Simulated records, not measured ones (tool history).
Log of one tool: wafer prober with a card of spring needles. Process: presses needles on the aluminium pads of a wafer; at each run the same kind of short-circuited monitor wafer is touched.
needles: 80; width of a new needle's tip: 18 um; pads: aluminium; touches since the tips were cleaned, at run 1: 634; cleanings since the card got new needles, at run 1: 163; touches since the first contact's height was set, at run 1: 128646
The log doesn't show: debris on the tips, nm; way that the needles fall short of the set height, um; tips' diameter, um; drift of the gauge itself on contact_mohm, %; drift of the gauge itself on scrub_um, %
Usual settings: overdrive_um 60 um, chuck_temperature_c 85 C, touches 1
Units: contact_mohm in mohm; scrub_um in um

| run | day | overdrive_um | chuck_temperature_c | touches | touches since the tips were cleaned | cleanings since the card got new needles | touches since the first contact's height was set | contact_mohm | scrub_um |
|---|---|---|---|---|---|---|---|---|---|
| 1 | 0.000 | 60 | 85 | 1 | 634 | 163 | 128646 | 326 | 13.90 |
|  | 0.462 | tips cleaned on abrasive film |
|  | 1.029 | tips cleaned on abrasive film |
|  | 1.158 | height of the first contact set anew |
|  | 1.596 | tips cleaned on abrasive film |
| 2 | 1.962 | 60 | 85 | 1 | 6411 | 166 | 13991 | 403 | 14.13 |
|  | 2.079 | tips cleaned on abrasive film |
|  | 2.542 | tips cleaned on abrasive film |
|  | 3.112 | tips cleaned on abrasive film |
| 3 | 3.292 | 60 | 85 | 1 | 3151 | 169 | 37060 | 369 | 14.01 |
|  | 3.625 | tips cleaned on abrasive film |
|  | 4.133 | tips cleaned on abrasive film |
| 4 | 4.262 | 60 | 85 | 1 | 2258 | 171 | 53846 | 358 | 13.99 |
|  | 4.608 | tips cleaned on abrasive film |
|  | 5.071 | tips cleaned on abrasive film |
|  | 5.642 | tips cleaned on abrasive film |
| 5 | 5.779 | 60 | 85 | 1 | 2387 | 174 | 80178 | 375 | 13.84 |
|  | 6.112 | tips cleaned on abrasive film |
|  | 6.575 | tips cleaned on abrasive film |
|  | 7.108 | tips cleaned on abrasive film |
| 6 | 7.325 | 60 | 39 | 1 | 3822 | 177 | 107006 | 384 | 13.96 |
|  | 7.675 | tips cleaned on abrasive film |
|  | 8.133 | tips cleaned on abrasive film |
| 7 | 8.333 | 60 | 85 | 1 | 3462 | 179 | 124467 | 387 | 13.85 |
|  | 8.679 | tips cleaned on abrasive film |
|  | 9.242 | tips cleaned on abrasive film |
| 8 | 9.325 | 60 | 85 | 1 | 1449 | 181 | 141676 | 360 | 13.87 |
|  | 9.788 | tips cleaned on abrasive film |
|  | 9.800 | height of the first contact set anew |
|  | 10.338 | tips cleaned on abrasive film |
|  | 10.892 | tips cleaned on abrasive film |
| 9 | 11.333 | 60 | 85 | 1 | 7740 | 184 | 26656 | 413 | 14.11 |
|  | 11.425 | tips cleaned on abrasive film |
|  | 11.996 | tips cleaned on abrasive film |
|  | 12.421 | tips cleaned on abrasive film, once more |
|  | 12.883 | tips cleaned on abrasive film |
|  | 13.433 | tips cleaned on abrasive film |
| 10 | 13.475 | 77 | 85 | 1 | 705 | 189 | 63727 | 316 | 17.92 |
|  | 13.933 | tips cleaned on abrasive film |
|  | 14.396 | tips cleaned on abrasive film |
| 11 | 14.642 | 77 | 85 | 1 | 4255 | 191 | 83984 | 358 | 17.96 |
|  | 14.871 | tips cleaned on abrasive film |
|  | 15.429 | tips cleaned on abrasive film |
|  | 15.979 | tips cleaned on abrasive film |
|  | 16.521 | tips cleaned on abrasive film |
| 12 | 16.667 | 77 | 85 | 2 | 2497 | 195 | 119114 | 318 | 17.85 |
|  | 17.012 | tips cleaned on abrasive film |
|  | 17.567 | tips cleaned on abrasive film |
|  | 18.142 | tips cleaned on abrasive film |
|  | 18.354 | height of the first contact set anew |
| 13 | 18.596 | 60 | 85 | 1 | 7722 | 198 | 4221 | 414 | 14.15 |
|  | 18.712 | tips cleaned on abrasive film |
|  | 19.279 | tips cleaned on abrasive film |
|  | 19.829 | tips cleaned on abrasive film |
|  | 20.292 | tips cleaned on abrasive film |
| 14 | 20.292 | 60 | 85 | 1 | 17 | 202 | 33634 | 315 | 14.07 |
|  | 20.854 | tips cleaned on abrasive film |
|  | 21.429 | tips cleaned on abrasive film |
| 15 | 21.683 | 60 | 85 | 3 | 4438 | 204 | 57792 | 341 | 14.05 |
|  | 21.912 | tips cleaned on abrasive film |
|  | 22.471 | tips cleaned on abrasive film |
|  | 23.025 | tips cleaned on abrasive film |
| 16 | 23.254 | 72 | 54 | 1 | 4014 | 207 | 85033 | 353 | 16.84 |
|  | 23.575 | tips cleaned on abrasive film |
|  | 24.129 | tips cleaned on abrasive film |
|  | 24.704 | tips cleaned on abrasive film |
|  | 25.271 | tips cleaned on abrasive film |
| 17 | 25.371 | 72 | 85 | 1 | 1755 | 211 | 121760 | 339 | 16.74 |
|  | 25.812 | tips cleaned on abrasive film |
|  | 26.275 | tips cleaned on abrasive film |
| 18 | 26.504 | 72 | 85 | 1 | 3986 | 213 | 141409 | 369 | 16.73 |
|  | 26.846 | tips cleaned on abrasive film |
|  | 26.950 | height of the first contact set anew |
|  | 27.392 | tips cleaned on abrasive film |
|  | 27.962 | tips cleaned on abrasive film |
| 19 | 28.200 | 60 | 78 | 2 | 4132 | 216 | 21725 | 361 | 14.21 |
|  | 28.517 | tips cleaned on abrasive film |
|  | 29.067 | tips cleaned on abrasive film |
|  | 29.642 | tips cleaned on abrasive film |
| 20 | 29.662 | 60 | 78 | 2 | 395 | 219 | 47106 | 318 | 14.07 |
|  | 30.108 | tips cleaned on abrasive film |
|  | 30.675 | tips cleaned on abrasive film |
| 21 | 30.821 | 72 | 44 | 2 | 2569 | 221 | 67225 | 320 | 16.90 |
|  | 31.146 | tips cleaned on abrasive film |
|  | 31.608 | tips cleaned on abrasive film |
|  | 32.154 | tips cleaned on abrasive film |
| 22 | 32.154 | 78 | 52 | 2 | 37 | 224 | 90316 | 288 | 18.08 |
|  | 32.700 | tips cleaned on abrasive film |
|  | 33.254 | tips cleaned on abrasive film |
|  | 33.804 | tips cleaned on abrasive film |
| 23 | 34.150 | 72 | 25 | 3 | 6036 | 227 | 124969 | 313 | 16.73 |
|  | 34.367 | tips cleaned on abrasive film |
|  | 34.933 | tips cleaned on abrasive film |
|  | 35.400 | tips cleaned on abrasive film |
|  | 35.525 | height of the first contact set anew |
|  | 35.988 | tips cleaned on abrasive film |
| 24 | 36.012 | 70 | 34 | 1 | 459 | 231 | 8460 | 293 | 16.52 |
|  | 36.458 | tips cleaned on abrasive film |
|  | 37.025 | tips cleaned on abrasive film |
|  | 37.554 | tips cleaned on abrasive film |
|  | 38.017 | tips cleaned on abrasive film |
| 25 | 38.142 | 53 | 85 | 3 | 2223 | 235 | 45393 | 334 | 12.32 |
|  | 38.488 | tips cleaned on abrasive film |
|  | 39.058 | tips cleaned on abrasive film |
| 26 | 39.162 | 65 | 35 | 1 | 1829 | 237 | 63071 | 358 | 15.17 |

Forecast each of these 4 alternatives for the next run:
|  | 39.604 | tips cleaned on abrasive film |
|  | 40.179 | tips cleaned on abrasive film |
|  | 40.746 | tips cleaned on abrasive film |
|  | 41.258 | tips cleaned on abrasive film |
| A | 41.258 | 60 | 85 | 1 | 0 | 241 | 99457 | ? | ? |
|  | 39.604 | tips cleaned on abrasive film |
|  | 40.179 | tips cleaned on abrasive film |
|  | 40.746 | tips cleaned on abrasive film |
|  | 41.258 | tips cleaned on abrasive film |
| B | 41.258 | 65 | 54 | 1 | 0 | 241 | 99457 | ? | ? |
|  | 39.604 | tips cleaned on abrasive film |
|  | 40.179 | tips cleaned on abrasive film |
|  | 40.746 | tips cleaned on abrasive film |
|  | 41.258 | tips cleaned on abrasive film |
| C | 41.258 | 60 | 48 | 2 | 0 | 241 | 99457 | ? | ? |
|  | 39.604 | tips cleaned on abrasive film |
|  | 40.179 | tips cleaned on abrasive film |
|  | 40.746 | tips cleaned on abrasive film |
|  | 41.258 | tips cleaned on abrasive film |
| D | 41.258 | 44 | 35 | 1 | 0 | 241 | 99457 | ? | ? |

| run | contact_mohm | scrub_um |
|---|---|---|
| A | 327 | 13.92 |
| B | 306 | 15.12 |
| C | 303 | 13.92 |
| D | 326 | 10.21 |
Without the tool's hidden state the same runs would have given:
| run | contact_mohm | scrub_um |
|---|---|---|
| A | 300 | 14.11 |
| B | 283 | 15.32 |
| C | 284 | 14.12 |
| D | 284 | 10.41 |
